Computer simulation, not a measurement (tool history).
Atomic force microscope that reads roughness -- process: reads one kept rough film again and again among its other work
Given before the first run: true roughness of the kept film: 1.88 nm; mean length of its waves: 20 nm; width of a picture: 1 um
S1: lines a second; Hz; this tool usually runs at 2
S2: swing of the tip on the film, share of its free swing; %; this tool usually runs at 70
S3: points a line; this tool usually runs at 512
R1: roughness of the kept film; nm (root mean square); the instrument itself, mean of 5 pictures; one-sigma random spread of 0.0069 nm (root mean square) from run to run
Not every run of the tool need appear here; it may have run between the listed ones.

run	hour	S1	S2	S3	R1
1	0	2	70	512	1.376
2	47.1	2	70	512	1.152
3	80.2	2	70	512	1.046
4	118.2	2	70	512	0.944
5	169.2	2	70	512	1.202
6	204.8	2	70	512	1.076
7	229.6	2	84	512	0.873
8	266.4	2	84	512	1.235
9	291.2	2	70	980	1.273
10	333.8	2	70	980	1.097
11	369.6	2	70	512	0.977
12	397.1	2	70	512	0.907
13	434.8	2	70	512	1.247
14	468.1	2	70	512	1.119
15	493.4	2	70	512	1.044
16	524.8	2	70	512	0.946
17	563.7	2	70	512	1.289
18	602.4	1.43	70	512	1.167
19	627.8	2	70	637	1.066
20	681.3	1.17	70	512	1.45
21	713	1.17	69	512	1.292
22	739.9	1.17	69	512	1.174
23	787.3	1.17	69	512	1.014
24	840.8	0.74	66	512	1.442
25	878.9	0.74	66	512	1.234
26	918.7	2	70	818	1.018
27	947.3	3.3	55	512	0.982
28	971.6	3.3	55	512	1.366
29	999.7	1.45	70	758	1.232
30	1039.9	0.6	86	748	1.107
31	1062	0.58	56	506	1.097
32	1113.9	2	70	559	1.281
33	1164.5	0.91	64	792	1.177
34	1192.8	1.62	70	512	0.998
35	1228.4	1.62	70	512	0.904
36	1273.4	3.11	59	609	1.24
37	1323.2	3.11	59	609	1.043
38	1376	3.11	59	609	1.41
39	1402.4	2	72	691	1.241
40	1426.8	0.77	70	383	1.22

Removed from this log: 12 entries logged between the listed runs. Between which two listed runs does each belong, and how does the tool's hidden state at the listed run before it compare with that at the listed run after it?
Run 4 -> run 5: new tip fitted (hour 130.7)
  radius of the tip, nm: 41.3 -> 20.7; height scale over the true one, %: -0.17 -> -0.19
  measured less the result without the state, R1: -0.463 -> -0.202 nm (root mean square)
Run 7 -> run 8: new tip fitted (hour 266.4)
  radius of the tip, nm: 37.6 -> 10.8; height scale over the true one, %: -0.21 -> -0.22
  measured less the result without the state, R1: -0.381 -> -0.018 nm (root mean square)
Run 12 -> run 13: new tip fitted (hour 407.2)
  radius of the tip, nm: 44.1 -> 17.5; height scale over the true one, %: -0.26 -> -0.27
  measured less the result without the state, R1: -0.491 -> -0.151 nm (root mean square)
Run 16 -> run 17: new tip fitted (hour 544.8)
  radius of the tip, nm: 39.8 -> 15.4; height scale over the true one, %: -0.29 -> -0.3
  measured less the result without the state, R1: -0.446 -> -0.113 nm (root mean square)
Run 19 -> run 20: new tip fitted (hour 681.3)
  radius of the tip, nm: 31.1 -> 10.5; height scale over the true one, %: -0.32 -> -0.34
  measured less the result without the state, R1: -0.355 -> -0.017 nm (root mean square)
Run 20 -> run 21: height scale calibrated on a step standard (hour 687)
  radius of the tip, nm: 10.5 -> 18.9; height scale over the true one, %: -0.34 -> -0.57
  measured less the result without the state, R1: -0.017 -> -0.189 nm (root mean square)
Run 23 -> run 24: new tip fitted (hour 822.5); height scale calibrated on a step standard, once more (hour 832.6)
  radius of the tip, nm: 37.6 -> 14; height scale over the true one, %: -0.59 -> -0.17
  measured less the result without the state, R1: -0.448 -> -0.092 nm (root mean square)
Run 27 -> run 28: new tip fitted (hour 959.7)
  radius of the tip, nm: 41.4 -> 13.8; height scale over the true one, %: -0.2 -> -0.21
  measured less the result without the state, R1: -0.482 -> -0.084 nm (root mean square)
Run 31 -> run 32: new tip fitted (hour 1096.1)
  radius of the tip, nm: 36 -> 16.1; height scale over the true one, %: -0.24 -> -0.25
  measured less the result without the state, R1: -0.449 -> -0.126 nm (root mean square)
Run 35 -> run 36: new tip fitted (hour 1233.3)
  radius of the tip, nm: 46.6 -> 20.3; height scale over the true one, %: -0.28 -> -0.3
  measured less the result without the state, R1: -0.526 -> -0.205 nm (root mean square)
Run 37 -> run 38: new tip fitted (hour 1372.9)
  radius of the tip, nm: 33.4 -> 10.7; height scale over the true one, %: -0.31 -> -0.33
  measured less the result without the state, R1: -0.388 -> -0.021 nm (root mean square)

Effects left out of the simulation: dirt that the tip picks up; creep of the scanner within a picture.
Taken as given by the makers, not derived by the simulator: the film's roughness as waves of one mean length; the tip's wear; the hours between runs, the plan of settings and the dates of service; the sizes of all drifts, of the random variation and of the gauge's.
